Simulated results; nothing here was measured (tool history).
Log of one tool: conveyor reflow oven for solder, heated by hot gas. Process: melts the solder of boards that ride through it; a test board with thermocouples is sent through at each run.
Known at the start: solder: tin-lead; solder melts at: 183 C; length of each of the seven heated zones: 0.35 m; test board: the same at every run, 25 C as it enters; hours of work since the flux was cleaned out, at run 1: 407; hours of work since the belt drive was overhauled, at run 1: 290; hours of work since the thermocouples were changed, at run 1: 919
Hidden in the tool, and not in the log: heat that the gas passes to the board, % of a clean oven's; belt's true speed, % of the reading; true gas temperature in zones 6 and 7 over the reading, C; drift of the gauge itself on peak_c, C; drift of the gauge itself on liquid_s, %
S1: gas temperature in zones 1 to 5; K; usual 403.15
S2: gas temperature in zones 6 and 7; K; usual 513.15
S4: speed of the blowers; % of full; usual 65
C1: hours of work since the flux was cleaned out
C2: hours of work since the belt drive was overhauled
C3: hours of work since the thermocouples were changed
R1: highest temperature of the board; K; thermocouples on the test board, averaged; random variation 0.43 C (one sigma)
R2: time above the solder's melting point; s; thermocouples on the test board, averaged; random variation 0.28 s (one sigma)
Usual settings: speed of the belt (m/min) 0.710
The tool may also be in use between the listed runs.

{"run": 1, "day": 0.0, "S1": 403.15, "S2": 513.15, "speed of the belt (m/min)": 0.71, "S4": 65, "C1": 407, "C2": 290, "C3": 919, "R1": 492.95, "R2": 43.6}
{"day": 0.554, "done": "flux residue cleaned out of gas plates and filters"}
{"run": 2, "day": 1.0, "S1": 418.15, "S2": 513.15, "speed of the belt (m/min)": 0.71, "S4": 65, "C1": 7, "C2": 302, "C3": 931, "R1": 496.05, "R2": 49.3}
{"run": 3, "day": 2.05, "S1": 403.15, "S2": 511.15, "speed of the belt (m/min)": 0.71, "S4": 65, "C1": 23, "C2": 318, "C3": 948, "R1": 491.35, "R2": 42.6}
{"run": 4, "day": 3.542, "S1": 403.15, "S2": 511.15, "speed of the belt (m/min)": 0.71, "S4": 65, "C1": 47, "C2": 342, "C3": 971, "R1": 490.25, "R2": 42.6}
{"run": 5, "day": 4.525, "S1": 403.15, "S2": 511.15, "speed of the belt (m/min)": 0.71, "S4": 65, "C1": 62, "C2": 357, "C3": 986, "R1": 491.75, "R2": 42.9}
{"run": 6, "day": 5.321, "S1": 403.15, "S2": 518.15, "speed of the belt (m/min)": 0.71, "S4": 65, "C1": 74, "C2": 369, "C3": 999, "R1": 497.45, "R2": 45.4}
{"run": 7, "day": 6.583, "S1": 403.15, "S2": 513.15, "speed of the belt (m/min)": 0.71, "S4": 65, "C1": 94, "C2": 389, "C3": 1019, "R1": 494.05, "R2": 43.3}
{"run": 8, "day": 8.071, "S1": 403.15, "S2": 513.15, "speed of the belt (m/min)": 0.71, "S4": 65, "C1": 117, "C2": 412, "C3": 1042, "R1": 493.15, "R2": 43.5}
{"run": 9, "day": 8.921, "S1": 403.15, "S2": 513.15, "speed of the belt (m/min)": 0.71, "S4": 65, "C1": 131, "C2": 426, "C3": 1055, "R1": 492.95, "R2": 43.1}
{"run": 10, "day": 10.371, "S1": 403.15, "S2": 513.15, "speed of the belt (m/min)": 0.71, "S4": 65, "C1": 153, "C2": 448, "C3": 1078, "R1": 492.85, "R2": 43.9}
{"run": 11, "day": 11.129, "S1": 403.15, "S2": 513.15, "speed of the belt (m/min)": 0.71, "S4": 65, "C1": 165, "C2": 460, "C3": 1090, "R1": 493.45, "R2": 43.7}
{"run": 12, "day": 12.221, "S1": 403.15, "S2": 512.15, "speed of the belt (m/min)": 0.71, "S4": 65, "C1": 182, "C2": 477, "C3": 1107, "R1": 491.35, "R2": 43.2}
{"run": 13, "day": 13.475, "S1": 403.15, "S2": 512.15, "speed of the belt (m/min)": 0.71, "S4": 65, "C1": 202, "C2": 497, "C3": 1126, "R1": 491.15, "R2": 43.0}
{"run": 14, "day": 14.592, "S1": 393.15, "S2": 518.15, "speed of the belt (m/min)": 0.684, "S4": 68, "C1": 219, "C2": 514, "C3": 1144, "R1": 498.45, "R2": 46.6}
{"run": 15, "day": 15.325, "S1": 400.15, "S2": 517.15, "speed of the belt (m/min)": 0.824, "S4": 68, "C1": 231, "C2": 526, "C3": 1155, "R1": 490.95, "R2": 35.0}
{"run": 16, "day": 16.754, "S1": 409.15, "S2": 521.15, "speed of the belt (m/min)": 0.578, "S4": 65, "C1": 253, "C2": 548, "C3": 1177, "R1": 507.95, "R2": 64.2}
{"day": 17.375, "done": "thermocouples of zones 6 and 7 changed"}
{"run": 17, "day": 18.208, "S1": 409.15, "S2": 521.15, "speed of the belt (m/min)": 0.578, "S4": 65, "C1": 274, "C2": 569, "C3": 13, "R1": 507.85, "R2": 64.6}
{"run": 18, "day": 19.021, "S1": 389.15, "S2": 521.15, "speed of the belt (m/min)": 0.578, "S4": 53, "C1": 287, "C2": 582, "C3": 26, "R1": 500.75, "R2": 55.3}
{"run": 19, "day": 20.362, "S1": 405.15, "S2": 503.15, "speed of the belt (m/min)": 0.71, "S4": 72, "C1": 308, "C2": 603, "C3": 47, "R1": 486.95, "R2": 40.9}
{"run": 20, "day": 21.704, "S1": 405.15, "S2": 503.15, "speed of the belt (m/min)": 0.71, "S4": 72, "C1": 329, "C2": 624, "C3": 68, "R1": 487.45, "R2": 40.7}
{"run": 21, "day": 22.896, "S1": 396.15, "S2": 513.15, "speed of the belt (m/min)": 0.576, "S4": 63, "C1": 348, "C2": 643, "C3": 86, "R1": 498.95, "R2": 56.3}
{"run": 22, "day": 23.617, "S1": 390.15, "S2": 527.15, "speed of the belt (m/min)": 0.576, "S4": 81, "C1": 359, "C2": 654, "C3": 97, "R1": 516.35, "R2": 63.3}
{"run": 23, "day": 24.842, "S1": 411.15, "S2": 515.15, "speed of the belt (m/min)": 0.576, "S4": 55, "C1": 378, "C2": 673, "C3": 117, "R1": 498.95, "R2": 61.1}
{"run": 24, "day": 26.171, "S1": 411.15, "S2": 515.15, "speed of the belt (m/min)": 0.576, "S4": 55, "C1": 399, "C2": 694, "C3": 137, "R1": 500.15, "R2": 60.9}
{"day": 27.279, "done": "flux residue cleaned out of gas plates and filters"}
{"run": 25, "day": 27.321, "S1": 410.15, "S2": 515.15, "speed of the belt (m/min)": 0.85, "S4": 55, "C1": 1, "C2": 708, "C3": 152, "R1": 484.85, "R2": 32.9}

Forecast each of these 3 alternatives for the next run:
{"run": "A", "day": 28.621, "S1": 396.15, "S2": 515.15, "speed of the belt (m/min)": 0.685, "S4": 55, "C1": 21, "C2": 729, "C3": 172, "R1": "?", "R2": "?"}
{"run": "B", "day": 28.621, "S1": 393.15, "S2": 502.15, "speed of the belt (m/min)": 0.705, "S4": 55, "C1": 21, "C2": 729, "C3": 172, "R1": "?", "R2": "?"}
{"run": "C", "day": 28.621, "S1": 403.15, "S2": 503.15, "speed of the belt (m/min)": 0.634, "S4": 60, "C1": 21, "C2": 729, "C3": 172, "R1": "?", "R2": "?"}

run=A R1=490.85 R2=42.0
run=B R1=478.35 R2=30.8
run=C R1=487.05 R2=44.9
Without the tool's hidden state the same runs would have given:
run=A R1=490.85 R2=41.9
run=B R1=478.35 R2=30.7
run=C R1=487.05 R2=44.9
